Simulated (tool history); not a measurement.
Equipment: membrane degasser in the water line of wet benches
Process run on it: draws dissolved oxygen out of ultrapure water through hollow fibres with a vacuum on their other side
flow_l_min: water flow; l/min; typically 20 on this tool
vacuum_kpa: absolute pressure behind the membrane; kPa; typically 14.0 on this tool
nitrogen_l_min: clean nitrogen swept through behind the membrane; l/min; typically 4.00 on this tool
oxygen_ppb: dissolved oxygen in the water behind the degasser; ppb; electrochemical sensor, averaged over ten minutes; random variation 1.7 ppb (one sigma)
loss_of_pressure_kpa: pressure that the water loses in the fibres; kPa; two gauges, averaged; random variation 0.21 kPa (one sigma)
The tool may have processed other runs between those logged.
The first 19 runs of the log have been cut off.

run,hour,flow_l_min,vacuum_kpa,nitrogen_l_min,hours since the membrane was changed,hours since the vacuum gauge was calibrated,hours since the vacuum lines were made tight,oxygen_ppb,loss_of_pressure_kpa
# hour 2629.8: vacuum gauge calibrated
20,2695.3,13,9.8,11.56,3144,66,6876,24.1,32.46
21,2846.7,13,9.8,11.56,3296,217,7027,24.7,32.86
22,2990.3,13,9.8,11.56,3439,360,7171,25.5,32.99
23,3123.0,30,21.2,6.16,3572,493,7304,420.1,76.27
24,3248.8,30,21.2,6.16,3698,619,7429,420.1,75.79
25,3376.3,13,32.9,1.95,3825,746,7557,491.1,33.31
26,3490.0,20,33.0,2.14,3939,860,7671,686.4,50.95
27,3567.5,20,33.0,2.14,4016,938,7748,671.8,51.24
# hour 3606.8: vacuum gauge calibrated, once more
28,3707.6,24,14.9,2.14,4156,101,7888,403.7,61.39
# hour 3867.0: seals of the vacuum lines changed
29,3867.3,19,14.9,7.38,4314,259,0,112.2,48.39
30,3965.2,16,20.4,3.45,4412,356,98,210.4,40.93
31,4131.2,20,9.2,3.62,4578,522,264,127.7,51.16

Consider 4 possible next runs. They are alternatives, not a sequence: every one starts from the tool as it was left by run 31. What does each give?
A,4214.1,20,23.2,3.62,4660,605,347,?,?
B,4214.1,16,22.2,9.46,4660,605,347,?,?
C,4214.1,20,22.6,3.62,4660,605,347,?,?
D,4214.1,20,11.4,3.62,4660,605,347,?,?

run,oxygen_ppb,loss_of_pressure_kpa
A,308.0,51.38
B,96.7,41.09
C,298.1,51.35
D,158.8,51.56
Stripped of hidden state, with their random variation kept, the same runs would have yielded:
run,oxygen_ppb,loss_of_pressure_kpa
A,294.8,48.61
B,91.1,38.89
C,285.1,48.59
D,145.8,48.80
